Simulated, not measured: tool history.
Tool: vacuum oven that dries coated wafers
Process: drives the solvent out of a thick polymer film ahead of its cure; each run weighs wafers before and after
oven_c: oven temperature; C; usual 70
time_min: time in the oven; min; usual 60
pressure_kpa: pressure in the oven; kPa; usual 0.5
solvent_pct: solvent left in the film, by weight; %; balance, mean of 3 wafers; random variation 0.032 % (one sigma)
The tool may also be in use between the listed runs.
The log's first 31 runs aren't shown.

run	hour	oven_c	time_min	pressure_kpa	solvent_pct
32	746.8	73	36	0.734	2.64
33	781.5	64	100	0.486	1.85
34	810.1	58	39	0.442	6.17
35	843.8	56	78	1.705	6.54
36	870.6	56	78	1.74	6.32
37	900.3	56	78	1.74	6.49
38	924.6	71	78	0.873	1.58
39	947.2	71	65	1.496	2.43

Predict the results of run 40:
40	970.3	70	40	1.203	?

{"run 40": {"solvent_pct": 3.53}}
If the tool had no hidden condition, the same run with the same run-to-run variation would have returned solvent_pct 3.64 %.
